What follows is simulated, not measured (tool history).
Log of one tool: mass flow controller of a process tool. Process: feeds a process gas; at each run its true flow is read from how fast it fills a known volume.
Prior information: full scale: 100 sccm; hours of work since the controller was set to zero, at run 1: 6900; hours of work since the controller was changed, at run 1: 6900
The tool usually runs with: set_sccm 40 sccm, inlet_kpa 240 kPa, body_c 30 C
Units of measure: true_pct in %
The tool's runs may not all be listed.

run     day  set_sccm  inlet_kpa  body_c  hours of work since the controller was set to zero  hours of work since the controller was changed  true_pct
  1       0        40        240      30                                                6900                                            6900     98.02
  2  14.721        40        240      30                                                7073                                            7073     98.04
  3  27.275        40        240      30                                                7221                                            7221     98.09
      40.75  -- controller's zero set anew
  4   40.75        40        240      30                                                   0                                            7380     96.12
  5  54.462        40        240      30                                                 162                                            7541     95.88
  6  65.146        13        240      30                                                 287                                            7667     95.51
  7  79.879        40        240      36                                                 461                                            7841     96.62
  8  89.279        65        240      30                                                 572                                            7951     96.61

The next listed run, before its measurement:
  9  99.092        83        240      22                                                 687                                            8067         ?

{"run 9": {"true_pct": 96.34}}
Minus the tool's unlogged condition, the same run would have read true_pct 99.26 %.
